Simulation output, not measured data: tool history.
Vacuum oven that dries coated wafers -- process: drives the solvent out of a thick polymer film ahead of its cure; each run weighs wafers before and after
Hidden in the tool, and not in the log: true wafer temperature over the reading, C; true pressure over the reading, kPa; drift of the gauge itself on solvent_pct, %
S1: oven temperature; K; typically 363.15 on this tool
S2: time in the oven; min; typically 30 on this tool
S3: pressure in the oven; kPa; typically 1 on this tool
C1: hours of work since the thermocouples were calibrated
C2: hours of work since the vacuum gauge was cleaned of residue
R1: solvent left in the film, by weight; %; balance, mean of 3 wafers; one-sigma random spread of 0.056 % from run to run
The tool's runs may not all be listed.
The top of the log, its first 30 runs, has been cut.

run    hour      S1  S2    S3    C1   C2     R1
       1757  -- vacuum gauge cleaned of residue and calibrated
 31  1796.2  366.15  29  2.62   683   28   3.87
 32  1861.6  358.15  23  2.53   728   74   9.07
 33  1944.7  372.15  31  0.73   787  132   1.14
 34  1990.7  372.15  31  0.73   819  164   1.09
 35  2042.9  372.15  20  1.71   856  201   3.06
 36  2124.4  368.15  28  0.64   913  258    2.4
     2149.7  -- vacuum gauge cleaned of residue and calibrated, once more
 37  2164.5  368.15  28  0.64   940   10   2.19
 38  2237.9  368.15  28  0.64   992   62   2.24
 39  2318.8  371.15  36  1.03  1049  119   1.16
 40  2401.7  354.15  22  1.33  1107  177  10.92
 41  2449.5  354.15  22  1.33  1141  211  10.84
 42  2528.4  372.15  41  1.33  1196  266   0.93
 43  2609.5  351.15  16  1.33  1253  323  14.19
 44  2654.5  369.15  16  2.91  1285  355   6.27
 45    2711  369.15  16  2.91  1325  395   6.33

Each row is a separate what-if for the run after 45, all from the same tool condition, not one after another. Results?
  A  2764.3  376.15  41  0.95  1362  432   ?
  B  2764.3  349.15  30     1  1362  432   ?
  C  2764.3  369.15  51  2.91  1362  432   ?
  D  2764.3  363.15  20  0.59  1362  432   ?

run     R1
  A   0.47
  B  11.13
  C   2.12
  D   6.52
Without the tool's hidden state the same runs would have given:
run    R1
  A  0.36
  B   9.9
  C  1.83
  D  5.35
